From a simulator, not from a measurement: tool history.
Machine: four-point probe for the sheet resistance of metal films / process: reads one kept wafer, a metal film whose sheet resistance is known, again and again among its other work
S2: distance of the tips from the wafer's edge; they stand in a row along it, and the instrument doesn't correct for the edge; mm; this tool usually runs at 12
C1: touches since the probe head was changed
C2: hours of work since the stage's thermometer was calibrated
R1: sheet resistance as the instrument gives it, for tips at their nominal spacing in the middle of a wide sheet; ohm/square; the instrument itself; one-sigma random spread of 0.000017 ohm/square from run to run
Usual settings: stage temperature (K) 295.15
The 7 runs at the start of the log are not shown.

run 8 hour=76.8 | stage_temperature_(K)=293.15 S2=12 | C1=65963 C2=323 | R1=0.085703
run 9 hour=89.4 | stage_temperature_(K)=293.15 S2=12 | C1=66328 C2=329 | R1=0.085690
run 10 hour=99.2 | stage_temperature_(K)=293.15 S2=20 | C1=66612 C2=334 | R1=0.085646
run 11 hour=111.5 | stage_temperature_(K)=293.15 S2=20 | C1=66966 C2=339 | R1=0.085688
run 12 hour=119.4 | stage_temperature_(K)=295.15 S2=3 | C1=67195 C2=343 | R1=0.087012
run 13 hour=126.4 | stage_temperature_(K)=295.15 S2=12 | C1=67398 C2=346 | R1=0.085825
run 14 hour=137.0 | stage_temperature_(K)=295.15 S2=12 | C1=67703 C2=351 | R1=0.085834
run 15 hour=151.2 | stage_temperature_(K)=295.15 S2=17 | C1=68113 C2=358 | R1=0.085796
-- hour=153.1 stage's thermometer calibrated
run 16 hour=165.8 | stage_temperature_(K)=295.15 S2=17 | C1=68519 C2=6 | R1=0.085774
run 17 hour=176.5 | stage_temperature_(K)=298.15 S2=12 | C1=68830 C2=11 | R1=0.086008
-- hour=187.7 stage's thermometer calibrated, once more
run 18 hour=188.6 | stage_temperature_(K)=298.15 S2=12 | C1=69165 C2=0 | R1=0.086050
run 19 hour=198.2 | stage_temperature_(K)=295.15 S2=74 | C1=69441 C2=5 | R1=0.085804
run 20 hour=211.7 | stage_temperature_(K)=295.15 S2=74 | C1=69831 C2=11 | R1=0.085811
run 21 hour=221.3 | stage_temperature_(K)=295.15 S2=9 | C1=70108 C2=16 | R1=0.085934
run 22 hour=232.8 | stage_temperature_(K)=295.15 S2=12 | C1=70442 C2=21 | R1=0.085854
run 23 hour=244.4 | stage_temperature_(K)=295.15 S2=12 | C1=70775 C2=26 | R1=0.085834

For run 24, what comes out?
run 24 hour=259.8 | stage_temperature_(K)=292.15 S2=3 | C1=71220 C2=34 | R1=?

R1: 0.086911 ohm/square
Were there no unlogged condition in the tool, this run, its random variation unchanged, would have produced R1 0.087475 ohm/square.
